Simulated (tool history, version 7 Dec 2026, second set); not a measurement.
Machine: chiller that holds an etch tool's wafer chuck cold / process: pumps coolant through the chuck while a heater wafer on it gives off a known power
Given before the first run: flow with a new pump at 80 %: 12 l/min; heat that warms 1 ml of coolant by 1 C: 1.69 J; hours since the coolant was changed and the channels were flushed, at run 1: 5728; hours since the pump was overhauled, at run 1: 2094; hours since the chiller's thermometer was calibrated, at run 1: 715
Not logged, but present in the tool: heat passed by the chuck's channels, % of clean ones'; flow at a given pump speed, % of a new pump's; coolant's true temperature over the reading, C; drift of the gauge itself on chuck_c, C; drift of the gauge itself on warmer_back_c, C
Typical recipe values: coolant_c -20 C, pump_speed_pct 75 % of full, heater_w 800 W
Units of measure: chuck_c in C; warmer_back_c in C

| run | day | coolant_c | pump_speed_pct | heater_w | hours since the coolant was changed and the channels were flushed | hours since the pump was overhauled | hours since the chiller's thermometer was calibrated | chuck_c | warmer_back_c |
|---|---|---|---|---|---|---|---|---|---|
| 1 | 0 | -20 | 75 | 800 | 5728 | 2094 | 715 | -10.3 | 2.63 |
| 2 | 2.667 | -20 | 75 | 800 | 5792 | 2158 | 779 | -10.3 | 2.68 |
| 3 | 4.688 | -20 | 75 | 462 | 5841 | 2207 | 828 | -14.4 | 1.56 |
| 4 | 6.933 | -20 | 75 | 462 | 5894 | 2261 | 881 | -14.3 | 1.5 |
| 5 | 9.458 | -13 | 75 | 462 | 5955 | 2321 | 942 | -7.3 | 1.52 |
| 6 | 11.704 | -13 | 75 | 462 | 6009 | 2375 | 996 | -7.3 | 1.56 |
| 7 | 13.15 | -12 | 75 | 800 | 6044 | 2410 | 1031 | -2.2 | 2.69 |
| 8 | 14.283 | -20 | 75 | 800 | 6071 | 2437 | 1058 | -10.2 | 2.68 |
| 9 | 17.042 | -20 | 75 | 800 | 6137 | 2503 | 1124 | -10 | 2.7 |
| 10 | 18.812 | -20 | 75 | 800 | 6180 | 2546 | 1167 | -10.1 | 2.72 |
| 11 | 20.967 | -20 | 75 | 800 | 6231 | 2597 | 1218 | -10.1 | 2.64 |
| 12 | 23.471 | -20 | 75 | 800 | 6291 | 2658 | 1278 | -10.1 | 2.74 |
| 13 | 24.612 | -20 | 75 | 800 | 6319 | 2685 | 1306 | -10 | 2.64 |
|  | 25.05 | coolant pump overhauled |
| 14 | 27.208 | -20 | 75 | 800 | 6376 | 52 | 1363 | -9.7 | 2.73 |
| 15 | 28.779 | -20 | 75 | 800 | 6414 | 90 | 1401 | -9.7 | 2.73 |
| 16 | 30.771 | -20 | 75 | 475 | 6462 | 137 | 1449 | -13.8 | 1.67 |
| 17 | 32.342 | -27 | 62 | 434 | 6499 | 175 | 1486 | -20.5 | 1.89 |
| 18 | 33.829 | -17 | 82 | 945 | 6535 | 211 | 1522 | -5.6 | 2.96 |
| 19 | 35.967 | -12 | 74 | 556 | 6586 | 262 | 1573 | -4.6 | 1.96 |
|  | 36.575 | coolant pump overhauled, once more |
| 20 | 37.708 | -20 | 97 | 800 | 6623 | 27 | 1610 | -11.8 | 1.9 |
| 21 | 39.054 | -20 | 97 | 800 | 6655 | 59 | 1642 | -11.9 | 1.97 |
| 22 | 40.271 | -17 | 97 | 1047 | 6685 | 89 | 1672 | -6.5 | 2.54 |
| 23 | 42.692 | -13 | 70 | 660 | 6743 | 147 | 1730 | -4.5 | 2.22 |
| 24 | 44.812 | -30 | 66 | 631 | 6793 | 198 | 1781 | -21.4 | 2.37 |
| 25 | 46.008 | -18 | 89 | 631 | 6822 | 226 | 1809 | -11.2 | 1.7 |
| 26 | 48.529 | -18 | 89 | 631 | 6883 | 287 | 1870 | -11 | 1.62 |
| 27 | 50.954 | -18 | 89 | 631 | 6941 | 345 | 1928 | -11.1 | 1.71 |
| 28 | 52.729 | -18 | 89 | 631 | 6984 | 388 | 1971 | -10.9 | 1.69 |
| 29 | 54.354 | -21 | 81 | 1064 | 7023 | 427 | 2010 | -8.5 | 3.19 |
| 30 | 55.629 | -21 | 79 | 456 | 7053 | 457 | 2040 | -15.6 | 1.39 |

Each run again, without the hidden state but with its own random variation kept:
| run | chuck_c | warmer_back_c |
|---|---|---|
| 1 | -12.1 | 2.52 |
| 2 | -12.1 | 2.56 |
| 3 | -15.5 | 1.49 |
| 4 | -15.4 | 1.42 |
| 5 | -8.5 | 1.44 |
| 6 | -8.4 | 1.48 |
| 7 | -4.2 | 2.55 |
| 8 | -12.2 | 2.54 |
| 9 | -12.1 | 2.55 |
| 10 | -12.1 | 2.58 |
| 11 | -12.1 | 2.5 |
| 12 | -12.3 | 2.59 |
| 13 | -12.1 | 2.49 |
| 14 | -12.1 | 2.51 |
| 15 | -12.1 | 2.5 |
| 16 | -15.3 | 1.53 |
| 17 | -22.1 | 1.74 |
| 18 | -8.3 | 2.7 |
| 19 | -6.5 | 1.79 |
| 20 | -13.4 | 1.89 |
| 21 | -13.5 | 1.96 |
| 22 | -8.5 | 2.53 |
| 23 | -6.2 | 2.2 |
| 24 | -23.1 | 2.35 |
| 25 | -12.7 | 1.68 |
| 26 | -12.5 | 1.6 |
| 27 | -12.6 | 1.69 |
| 28 | -12.4 | 1.67 |
| 29 | -11.1 | 3.14 |
| 30 | -16.8 | 1.37 |
